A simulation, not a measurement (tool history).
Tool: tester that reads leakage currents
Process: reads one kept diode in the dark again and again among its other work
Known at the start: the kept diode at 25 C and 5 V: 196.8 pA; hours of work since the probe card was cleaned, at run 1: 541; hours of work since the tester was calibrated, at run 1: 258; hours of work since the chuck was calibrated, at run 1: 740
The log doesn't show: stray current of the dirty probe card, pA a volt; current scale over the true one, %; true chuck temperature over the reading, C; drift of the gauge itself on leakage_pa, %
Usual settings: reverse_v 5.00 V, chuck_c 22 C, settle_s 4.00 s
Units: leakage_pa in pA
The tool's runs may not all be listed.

run	hour	reverse_v	chuck_c	settle_s	hours of work since the probe card was cleaned	hours of work since the tester was calibrated	hours of work since the chuck was calibrated	leakage_pa
1	0.0	5.00	22	4.00	541	258	740	158.59
2	21.3	5.00	22	4.00	555	272	754	158.97
3	37.1	5.00	22	4.00	566	282	764	159.22
4	60.0	5.00	55	4.00	581	297	780	2309.86
5	86.1	1.09	22	4.00	598	315	797	97.84
6	100.1	1.09	22	4.00	608	324	806	97.02
7	128.3	1.09	22	4.00	626	343	825	98.36
8	147.4	1.09	22	4.00	639	356	838	98.24
9	177.0	1.09	22	4.00	659	375	857	98.36
10	190.8	5.00	30	4.00	668	384	867	321.33
11	206.9	5.00	22	1.25	679	395	877	161.37
12	233.7	5.00	22	1.25	696	413	895	160.82
13	256.7	5.00	34	4.00	712	428	910	450.62
14	276.9	5.00	34	4.00	725	441	924	452.64
15	307.2	15.77	56	0.63	745	462	944	3594.82
16	335.3	15.77	56	3.28	764	480	962	3576.20
17	367.3	14.57	24	4.05	785	502	984	279.46
18	386.6	2.43	39	3.68	798	514	996	539.46
19	417.5	5.00	28	0.89	818	535	1017	273.21
20	432.0	2.84	52	2.48	828	544	1027	1563.93
21	447.8	2.84	52	0.30	839	555	1037	1566.80
22	471.8	2.84	52	0.30	854	571	1053	1574.65
23	485.6	9.14	22	0.38	864	580	1062	204.36
24	506.2	9.14	22	0.38	877	594	1076	204.75
25	522.6	5.00	49	4.00	888	605	1087	1495.73
26	536.4	5.00	45	6.71	897	614	1096	1101.64
27	559.6	5.00	45	6.71	913	629	1111	1105.15

Some steps in leakage_pa between neighbouring runs. How much of each would the tool show without its hidden state too (settings, what came in, random variation), and how much is left for the hidden state, with any gauge scatter that isn't in both results?
Run 14 -> 15: reverse_v 5.00 -> 15.77, chuck_c 34 -> 56, settle_s 4.00 -> 0.63. leakage_pa +3142.18 pA: hidden state +121.40, all else +3020.78.
Run 16 -> 17: reverse_v 15.77 -> 14.57, chuck_c 56 -> 24, settle_s 3.28 -> 4.05. leakage_pa -3296.74 pA: hidden state -119.57, all else -3177.17.
